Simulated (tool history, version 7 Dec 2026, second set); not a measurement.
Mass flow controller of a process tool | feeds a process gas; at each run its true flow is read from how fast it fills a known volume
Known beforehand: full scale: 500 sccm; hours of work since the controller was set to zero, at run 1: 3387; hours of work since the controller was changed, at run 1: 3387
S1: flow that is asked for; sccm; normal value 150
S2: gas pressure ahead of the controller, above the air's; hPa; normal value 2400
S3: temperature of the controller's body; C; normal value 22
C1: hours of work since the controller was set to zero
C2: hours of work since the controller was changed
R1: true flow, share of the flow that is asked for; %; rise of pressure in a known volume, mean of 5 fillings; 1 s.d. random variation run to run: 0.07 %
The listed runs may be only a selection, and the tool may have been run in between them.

{"run": 1, "hour": 0.0, "S1": 150, "S2": 2400, "S3": 22, "C1": 3387, "C2": 3387, "R1": 98.49}
{"run": 2, "hour": 168.9, "S1": 150, "S2": 2400, "S3": 22, "C1": 3484, "C2": 3484, "R1": 98.51}
{"run": 3, "hour": 259.7, "S1": 150, "S2": 2400, "S3": 22, "C1": 3537, "C2": 3537, "R1": 98.56}
{"run": 4, "hour": 380.4, "S1": 359, "S2": 2400, "S3": 22, "C1": 3606, "C2": 3606, "R1": 100.8}
{"run": 5, "hour": 498.8, "S1": 359, "S2": 2400, "S3": 22, "C1": 3674, "C2": 3674, "R1": 100.77}
{"run": 6, "hour": 674.8, "S1": 359, "S2": 2400, "S3": 22, "C1": 3776, "C2": 3776, "R1": 100.74}
{"run": 7, "hour": 854.7, "S1": 359, "S2": 2400, "S3": 22, "C1": 3879, "C2": 3879, "R1": 100.75}
{"run": 8, "hour": 1077.8, "S1": 359, "S2": 2690, "S3": 22, "C1": 4008, "C2": 4008, "R1": 100.94}
{"run": 9, "hour": 1256.9, "S1": 359, "S2": 2690, "S3": 22, "C1": 4111, "C2": 4111, "R1": 100.96}
{"run": 10, "hour": 1456.3, "S1": 359, "S2": 2690, "S3": 22, "C1": 4226, "C2": 4226, "R1": 101.12}
{"run": 11, "hour": 1595.5, "S1": 359, "S2": 2690, "S3": 22, "C1": 4306, "C2": 4306, "R1": 101.16}
{"run": 12, "hour": 1753.3, "S1": 359, "S2": 2690, "S3": 22, "C1": 4397, "C2": 4397, "R1": 101.12}
{"run": 13, "hour": 1944.8, "S1": 359, "S2": 2690, "S3": 22, "C1": 4507, "C2": 4507, "R1": 101.25}
{"run": 14, "hour": 2071.4, "S1": 201, "S2": 2400, "S3": 22, "C1": 4580, "C2": 4580, "R1": 99.49}
{"run": 15, "hour": 2179.1, "S1": 201, "S2": 2400, "S3": 22, "C1": 4642, "C2": 4642, "R1": 99.68}
{"run": 16, "hour": 2399.6, "S1": 201, "S2": 2400, "S3": 22, "C1": 4769, "C2": 4769, "R1": 99.71}
{"run": 17, "hour": 2620.1, "S1": 150, "S2": 2060, "S3": 33, "C1": 4896, "C2": 4896, "R1": 99.34}
{"run": 18, "hour": 2712.2, "S1": 209, "S2": 1500, "S3": 35, "C1": 4949, "C2": 4949, "R1": 100.18}
{"run": 19, "hour": 2922.6, "S1": 52, "S2": 2400, "S3": 22, "C1": 5070, "C2": 5070, "R1": 94.14}
{"run": 20, "hour": 3107.4, "S1": 66, "S2": 1970, "S3": 35, "C1": 5176, "C2": 5176, "R1": 96.02}
{"run": 21, "hour": 3252.6, "S1": 66, "S2": 1970, "S3": 35, "C1": 5260, "C2": 5260, "R1": 96.1}
{"run": 22, "hour": 3406.5, "S1": 66, "S2": 1970, "S3": 35, "C1": 5349, "C2": 5349, "R1": 96.05}
{"run": 23, "hour": 3579.2, "S1": 150, "S2": 2680, "S3": 28, "C1": 5448, "C2": 5448, "R1": 99.27}
{"run": 24, "hour": 3734.8, "S1": 210, "S2": 2440, "S3": 22, "C1": 5538, "C2": 5538, "R1": 99.92}
{"run": 25, "hour": 3875.0, "S1": 81, "S2": 1690, "S3": 29, "C1": 5618, "C2": 5618, "R1": 96.54}
{"run": 26, "hour": 4086.1, "S1": 81, "S2": 2050, "S3": 35, "C1": 5740, "C2": 5740, "R1": 97.09}
{"run": 27, "hour": 4231.3, "S1": 81, "S2": 2050, "S3": 35, "C1": 5824, "C2": 5824, "R1": 97.06}
{"run": 28, "hour": 4432.5, "S1": 143, "S2": 2360, "S3": 24, "C1": 5940, "C2": 5940, "R1": 98.96}
{"run": 29, "hour": 4609.1, "S1": 89, "S2": 2060, "S3": 38, "C1": 6041, "C2": 6041, "R1": 97.67}
{"run": 30, "hour": 4719.9, "S1": 150, "S2": 1610, "S3": 23, "C1": 6105, "C2": 6105, "R1": 98.82}
{"run": 31, "hour": 4931.5, "S1": 375, "S2": 2710, "S3": 22, "C1": 6227, "C2": 6227, "R1": 102.06}

How would selected steps in R1 from run to run divide? Give the signed amount a tool lacking its hidden state would still show from settings, what came in and random variation, and the signed amount left for the hidden state, including any gauge scatter that is not in both of the compared results.
What the log doesn't record here: flow at rest that the sensor doesn't see, % of full scale; true flow over the shown one, %; drift of the gauge itself on true_pct, %.
Run 18 -> 19: S1 209 -> 52, S2 1500 -> 2400, S3 35 -> 22. R1 -6.04 %: hidden state -4.78, all else -1.26.
Run 22 -> 23: S1 66 -> 150, S2 1970 -> 2680, S3 35 -> 28. R1 +3.22 %: hidden state +3, all else +0.22.
Run 24 -> 25: S1 210 -> 81, S2 2440 -> 1690, S3 22 -> 29. R1 -3.38 %: hidden state -2.78, all else -0.6.
Run 30 -> 31: S1 150 -> 375, S2 1610 -> 2710, S3 23 -> 22. R1 +3.24 %: hidden state +1.66, all else +1.58.
